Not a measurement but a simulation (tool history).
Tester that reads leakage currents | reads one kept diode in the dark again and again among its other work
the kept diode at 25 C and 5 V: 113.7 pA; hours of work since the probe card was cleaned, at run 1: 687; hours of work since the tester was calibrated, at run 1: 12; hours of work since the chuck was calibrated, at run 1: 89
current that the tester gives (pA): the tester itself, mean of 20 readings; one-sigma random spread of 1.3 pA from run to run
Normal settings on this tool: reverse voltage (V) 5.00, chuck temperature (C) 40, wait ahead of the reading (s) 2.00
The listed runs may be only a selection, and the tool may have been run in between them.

run   hour  reverse voltage (V)  chuck temperature (C)  wait ahead of the reading (s)  hours of work since the probe card was cleaned  hours of work since the tester was calibrated  hours of work since the chuck was calibrated  current that the tester gives (pA)
  1    0.0                 5.00                     40                           2.00                                             687                                             12                                            89                              420.52
  2   13.6                 5.00                     24                           2.00                                             693                                             18                                            95                              103.51
  3   36.1                 5.00                     24                           2.00                                             703                                             28                                           105                              102.93
  4   61.1                 5.00                     30                           2.00                                             715                                             39                                           116                              177.37
  5   74.4                 7.19                     30                           2.00                                             721                                             45                                           122                              207.02
  6   92.4                 7.19                     30                           2.00                                             729                                             54                                           130                              206.09
  7  118.2                 7.19                     30                           2.00                                             740                                             65                                           142                              206.73
  8  137.2                 5.00                     40                           0.36                                             749                                             74                                           151                              417.99
  9  154.0                 8.71                     40                           2.00                                             757                                             81                                           158                              528.46
 10  178.6                13.73                     40                           2.00                                             768                                             92                                           169                              638.65
 11  196.5                13.73                     40                           2.00                                             776                                            100                                           177                              638.17
 12  218.4                13.73                     40                           2.00                                             785                                            110                                           187                              643.67
 13  248.2                 5.00                     40                           1.66                                             799                                            124                                           200                              414.55
 14  279.3                 5.00                     40                           1.66                                             813                                            138                                           214                              412.28
 15  299.1                 3.76                     27                           1.79                                             822                                            147                                           223                              118.09
 16  318.4                 3.76                     58                           1.21                                             831                                            155                                           232                             1525.69
 17  343.2                 2.29                     21                           1.91                                             842                                            166                                           243                               54.70
 18  369.1                 5.00                     40                           0.58                                             853                                            178                                           255                              411.16
 19  396.8                 5.00                     25                           0.58                                             866                                            191                                           267                              111.27
 20  426.0                 5.00                     25                           0.58                                             879                                            204                                           281                              111.11
 21  457.7                 5.00                     25                           0.58                                             893                                            218                                           295                              111.01
 22  473.0                15.54                     30                           9.05                                             900                                            225                                           302                              281.59
 23  492.1                15.54                     26                           3.32                                             909                                            233                                           310                              199.04
 24  515.3                15.54                     44                           3.70                                             919                                            244                                           321                              916.15
 25  533.9                 2.18                     37                           2.81                                             927                                            252                                           329                              221.75
 26  553.7                 7.18                     37                           5.91                                             936                                            261                                           338                              366.07
 27  582.3                 1.61                     37                           6.64                                             949                                            274                                           351                              193.43

What if the next run were any one of these 3? Each begins from the tool's condition after run 27:
  A  613.6                 2.44                     40                           2.00                                             963                                            288                                           365                                   ?
  B  613.6                 1.61                     37                           5.29                                             963                                            288                                           365                                   ?
  C  613.6                 4.16                     37                           6.64                                             963                                            288                                           365                                   ?

run  current that the tester gives (pA)
  A                              298.11
  B                              194.22
  C                              290.49
With no hidden state in the tool, these same runs would have given:
run  current that the tester gives (pA)
  A                              315.46
  B                              205.76
  C                              306.87

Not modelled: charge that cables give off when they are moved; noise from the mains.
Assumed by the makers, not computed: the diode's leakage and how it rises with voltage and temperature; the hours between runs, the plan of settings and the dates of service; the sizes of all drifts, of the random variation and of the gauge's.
